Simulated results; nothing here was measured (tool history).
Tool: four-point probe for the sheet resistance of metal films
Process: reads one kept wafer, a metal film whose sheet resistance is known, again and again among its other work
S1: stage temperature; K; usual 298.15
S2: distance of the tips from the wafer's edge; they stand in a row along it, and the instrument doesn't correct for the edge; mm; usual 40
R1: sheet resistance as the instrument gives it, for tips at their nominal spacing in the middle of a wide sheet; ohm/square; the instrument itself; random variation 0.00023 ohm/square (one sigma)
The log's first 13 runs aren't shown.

{"run": 14, "hour": 169.0, "S1": 298.15, "S2": 40, "R1": 1.172757}
{"run": 15, "hour": 180.2, "S1": 299.15, "S2": 40, "R1": 1.173229}
{"run": 16, "hour": 196.4, "S1": 299.15, "S2": 40, "R1": 1.173106}
{"run": 17, "hour": 211.9, "S1": 299.15, "S2": 40, "R1": 1.173044}
{"run": 18, "hour": 221.7, "S1": 299.15, "S2": 39, "R1": 1.173339}
{"run": 19, "hour": 231.8, "S1": 299.15, "S2": 39, "R1": 1.173311}
{"run": 20, "hour": 240.8, "S1": 304.15, "S2": 40, "R1": 1.176005}
{"run": 21, "hour": 250.8, "S1": 304.15, "S2": 40, "R1": 1.175888}
{"run": 22, "hour": 265.4, "S1": 304.15, "S2": 40, "R1": 1.175872}
{"run": 23, "hour": 281.4, "S1": 304.15, "S2": 40, "R1": 1.175787}
{"run": 24, "hour": 296.8, "S1": 304.15, "S2": 40, "R1": 1.175316}
{"run": 25, "hour": 307.4, "S1": 304.15, "S2": 40, "R1": 1.175525}
{"run": 26, "hour": 319.5, "S1": 298.15, "S2": 18, "R1": 1.172868}
{"run": 27, "hour": 328.3, "S1": 298.15, "S2": 19, "R1": 1.172929}
{"run": 28, "hour": 338.3, "S1": 298.15, "S2": 19, "R1": 1.172796}
{"run": 29, "hour": 346.6, "S1": 298.15, "S2": 19, "R1": 1.173195}
{"run": 30, "hour": 357.1, "S1": 298.15, "S2": 19, "R1": 1.172969}
{"run": 31, "hour": 373.4, "S1": 308.15, "S2": 3, "R1": 1.194689}
{"run": 32, "hour": 384.9, "S1": 303.15, "S2": 57, "R1": 1.174844}
{"run": 33, "hour": 398.8, "S1": 292.15, "S2": 4, "R1": 1.179539}
{"run": 34, "hour": 410.5, "S1": 301.15, "S2": 5, "R1": 1.179826}
{"run": 35, "hour": 418.8, "S1": 293.15, "S2": 4, "R1": 1.179761}
{"run": 36, "hour": 434.8, "S1": 298.15, "S2": 5, "R1": 1.178567}
{"run": 37, "hour": 442.3, "S1": 298.15, "S2": 5, "R1": 1.178952}

Run 38 comes next. What will it give?
{"run": 38, "hour": 452.1, "S1": 305.15, "S2": 4, "R1": "?"}

Run 38 gave R1 1.185469 ohm/square.
Without the tool's hidden state the same run would have given R1 1.186201 ohm/square.

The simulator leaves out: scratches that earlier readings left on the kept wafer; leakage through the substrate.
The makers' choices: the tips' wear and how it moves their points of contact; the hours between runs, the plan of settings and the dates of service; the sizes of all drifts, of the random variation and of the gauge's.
